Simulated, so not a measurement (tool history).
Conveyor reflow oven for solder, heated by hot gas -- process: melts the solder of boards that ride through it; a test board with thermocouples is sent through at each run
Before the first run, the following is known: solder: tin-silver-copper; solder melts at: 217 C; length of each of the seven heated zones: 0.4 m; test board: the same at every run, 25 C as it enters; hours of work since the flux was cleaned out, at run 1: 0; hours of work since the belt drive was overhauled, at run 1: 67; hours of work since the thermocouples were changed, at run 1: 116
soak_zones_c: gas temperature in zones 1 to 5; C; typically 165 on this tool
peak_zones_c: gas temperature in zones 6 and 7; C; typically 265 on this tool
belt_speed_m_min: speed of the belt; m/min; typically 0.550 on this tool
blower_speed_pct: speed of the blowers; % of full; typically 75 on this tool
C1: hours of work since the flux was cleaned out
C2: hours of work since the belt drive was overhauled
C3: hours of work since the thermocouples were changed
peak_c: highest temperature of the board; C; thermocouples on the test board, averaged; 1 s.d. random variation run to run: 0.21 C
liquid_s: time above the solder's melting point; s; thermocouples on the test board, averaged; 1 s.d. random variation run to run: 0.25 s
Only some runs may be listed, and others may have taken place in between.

Run 1, hour 0.0: usual settings; C1 0; C2 67; C3 116. Result: peak_c 243.8 C, liquid_s 51.8 s.
Run 2, hour 40.3: usual settings; C1 23; C2 90; C3 138. Result: peak_c 243.9 C, liquid_s 52.3 s.
Run 3, hour 61.5: usual settings; C1 34; C2 101; C3 150. Result: peak_c 243.7 C, liquid_s 52.0 s.
Run 4, hour 91.6: usual settings; C1 51; C2 118; C3 167. Result: peak_c 243.4 C, liquid_s 52.6 s.
Run 5, hour 126.3: usual settings; C1 70; C2 137; C3 186. Result: peak_c 243.8 C, liquid_s 52.5 s.
Run 6, hour 159.8: usual settings; C1 89; C2 156; C3 204. Result: peak_c 243.5 C, liquid_s 51.7 s.
Run 7, hour 176.4: usual settings but belt_speed_m_min 0.580 m/min; C1 98; C2 165; C3 214. Result: peak_c 241.7 C, liquid_s 46.9 s.
Run 8, hour 196.3: usual settings but blower_speed_pct 82 % of full; C1 109; C2 176; C3 225. Result: peak_c 244.6 C, liquid_s 53.9 s.
Run 9, hour 227.0: usual settings but belt_speed_m_min 0.500 m/min; C1 126; C2 193; C3 242. Result: peak_c 247.1 C, liquid_s 62.5 s.
Run 10, hour 253.8: usual settings but peak_zones_c 257 C; C1 141; C2 208; C3 256. Result: peak_c 237.2 C, liquid_s 44.4 s.
At hour 292.3: flux residue cleaned out of gas plates and filters.
Run 11, hour 294.0: usual settings but peak_zones_c 257 C; C1 1; C2 227; C3 276. Result: peak_c 236.9 C, liquid_s 44.2 s.
Run 12, hour 316.9: usual settings but peak_zones_c 257 C; C1 14; C2 240; C3 288. Result: peak_c 236.8 C, liquid_s 44.2 s.
Run 13, hour 333.9: usual settings; C1 23; C2 249; C3 298. Result: peak_c 243.8 C, liquid_s 52.5 s.
Run 14, hour 367.1: usual settings; C1 41; C2 267; C3 316. Result: peak_c 243.6 C, liquid_s 51.9 s.
Run 15, hour 403.4: usual settings but peak_zones_c 255 C; C1 61; C2 287; C3 336. Result: peak_c 235.3 C, liquid_s 42.0 s.
Run 16, hour 439.3: usual settings but peak_zones_c 255 C, belt_speed_m_min 0.448 m/min, blower_speed_pct 67 % of full; C1 81; C2 307; C3 356. Result: peak_c 240.6 C, liquid_s 63.0 s.
Run 17, hour 469.2: usual settings but soak_zones_c 169 C, blower_speed_pct 73 % of full; C1 98; C2 324; C3 373. Result: peak_c 244.4 C, liquid_s 54.1 s.
Run 18, hour 493.3: usual settings but soak_zones_c 169 C, blower_speed_pct 73 % of full; C1 111; C2 337; C3 386. Result: peak_c 243.7 C, liquid_s 54.0 s.
Run 19, hour 524.4: usual settings but peak_zones_c 273 C, blower_speed_pct 53 % of full; C1 128; C2 354; C3 403. Result: peak_c 245.0 C, liquid_s 51.8 s.
Run 20, hour 552.1: usual settings but peak_zones_c 274 C, belt_speed_m_min 0.561 m/min, blower_speed_pct 63 % of full; C1 143; C2 370; C3 418. Result: peak_c 247.7 C, liquid_s 53.7 s.
At hour 586.7: flux residue cleaned out of gas plates and filters.
Run 21, hour 587.3: usual settings but peak_zones_c 278 C; C1 0; C2 386; C3 435. Result: peak_c 254.4 C, liquid_s 62.7 s.
Run 22, hour 604.4: usual settings but soak_zones_c 170 C, peak_zones_c 267 C, belt_speed_m_min 0.639 m/min, blower_speed_pct 69 % of full; C1 10; C2 396; C3 444. Result: peak_c 239.3 C, liquid_s 39.5 s.
Run 23, hour 639.9: usual settings but soak_zones_c 154 C, peak_zones_c 267 C, belt_speed_m_min 0.648 m/min, blower_speed_pct 63 % of full; C1 29; C2 415; C3 464. Result: peak_c 232.2 C, liquid_s 26.5 s.
Run 24, hour 661.3: usual settings but soak_zones_c 162 C, peak_zones_c 277 C, belt_speed_m_min 0.518 m/min, blower_speed_pct 73 % of full; C1 41; C2 427; C3 476. Result: peak_c 254.7 C, liquid_s 66.1 s.
Run 25, hour 698.1: usual settings but soak_zones_c 162 C, peak_zones_c 277 C, belt_speed_m_min 0.518 m/min, blower_speed_pct 73 % of full; C1 62; C2 447; C3 496. Result: peak_c 255.2 C, liquid_s 66.3 s.
Run 26, hour 732.6: usual settings but soak_zones_c 162 C, peak_zones_c 277 C, belt_speed_m_min 0.518 m/min, blower_speed_pct 73 % of full; C1 81; C2 466; C3 515. Result: peak_c 255.3 C, liquid_s 65.9 s.
Run 27, hour 768.8: usual settings but soak_zones_c 162 C, peak_zones_c 275 C, belt_speed_m_min 0.611 m/min, blower_speed_pct 73 % of full; C1 101; C2 486; C3 535. Result: peak_c 246.1 C, liquid_s 47.4 s.
Run 28, hour 793.6: usual settings but soak_zones_c 162 C, peak_zones_c 275 C, belt_speed_m_min 0.611 m/min, blower_speed_pct 73 % of full; C1 114; C2 500; C3 549. Result: peak_c 246.5 C, liquid_s 47.0 s.
Run 29, hour 829.6: usual settings but soak_zones_c 162 C, peak_zones_c 275 C, belt_speed_m_min 0.611 m/min, blower_speed_pct 73 % of full; C1 134; C2 520; C3 569. Result: peak_c 246.5 C, liquid_s 47.0 s.
Run 30, hour 851.2: usual settings but soak_zones_c 162 C, peak_zones_c 275 C, belt_speed_m_min 0.611 m/min, blower_speed_pct 73 % of full; C1 146; C2 532; C3 581. Result: peak_c 246.1 C, liquid_s 47.1 s.

Forecast each of these 4 alternatives for the next run:
At hour 881.3: flux residue cleaned out of gas plates and filters.
Run A, hour 881.9: usual settings but soak_zones_c 172 C, peak_zones_c 280 C, belt_speed_m_min 0.611 m/min, blower_speed_pct 68 % of full; C1 0; C2 546; C3 595. Result: peak_c ?, liquid_s ?.
At hour 881.3: flux residue cleaned out of gas plates and filters.
Run B, hour 881.9: usual settings but soak_zones_c 171 C; C1 0; C2 546; C3 595. Result: peak_c ?, liquid_s ?.
At hour 881.3: flux residue cleaned out of gas plates and filters.
Run C, hour 881.9: usual settings but peak_zones_c 258 C; C1 0; C2 546; C3 595. Result: peak_c ?, liquid_s ?.
At hour 881.3: flux residue cleaned out of gas plates and filters.
Run D, hour 881.9: usual settings but belt_speed_m_min 0.582 m/min; C1 0; C2 546; C3 595. Result: peak_c ?, liquid_s ?.

run  peak_c  liquid_s
  A   251.7      55.1
  B   244.6      55.7
  C   238.2      45.3
  D   241.4      45.9
What these runs would have given with no unlogged condition in the tool:
run  peak_c  liquid_s
  A   251.7      55.1
  B   244.5      55.6
  C   238.1      45.2
  D   241.4      45.9
